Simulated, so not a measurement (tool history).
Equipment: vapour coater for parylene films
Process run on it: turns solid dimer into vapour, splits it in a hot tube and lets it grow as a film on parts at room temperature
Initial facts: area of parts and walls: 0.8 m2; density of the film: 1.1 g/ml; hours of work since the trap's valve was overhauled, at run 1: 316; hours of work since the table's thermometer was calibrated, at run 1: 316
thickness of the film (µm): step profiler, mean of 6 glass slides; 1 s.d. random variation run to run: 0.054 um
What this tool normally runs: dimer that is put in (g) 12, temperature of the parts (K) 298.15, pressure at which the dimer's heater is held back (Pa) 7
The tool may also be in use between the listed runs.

run	hour	dimer that is put in (g)	temperature of the parts (K)	pressure at which the dimer's heater is held back (Pa)	hours of work since the trap's valve was overhauled	hours of work since the table's thermometer was calibrated	thickness of the film (µm)
1	0	12	298.15	7	316	316	5.68
2	15.5	12	298.15	7	323	323	5.73
3	28.2	12	298.15	7	328	328	5.7
4	54.5	12	298.15	7	340	340	5.65
5	66.7	12	298.15	7	345	345	5.65
6	95	12	298.15	7	358	358	5.7
7	122.3	12	298.15	10.19	370	370	5.45
8	141.9	12	298.15	10.19	379	379	5.43
9	157	12	298.15	10.19	385	385	5.45
10	181.3	6	298.15	7	396	396	2.77
11	195.8	8	298.15	7	402	402	3.63
12	213.1	12	307.15	7	410	410	4.28
13	241.6	12	307.15	7	423	423	4.21
14	263.3	6	292.15	9.56	432	432	3.2
15	282.6	12	298.15	7	441	441	5.49
16	303	12	298.15	7	450	450	5.46
17	324.2	13	304.15	4.28	459	459	5.19

What if the next run were any one of these 3? Each begins from the tool's condition after run 17:
A	343.9	13	293.15	6.17	468	468	?
B	343.9	7	304.15	2.76	468	468	?
C	343.9	21	304.15	10.2	468	468	?

run	thickness of the film (µm)
A	6.85
B	2.84
C	7.85
What these runs would have given with no unlogged condition in the tool:
run	thickness of the film (µm)
A	7.82
B	3.24
C	8.95
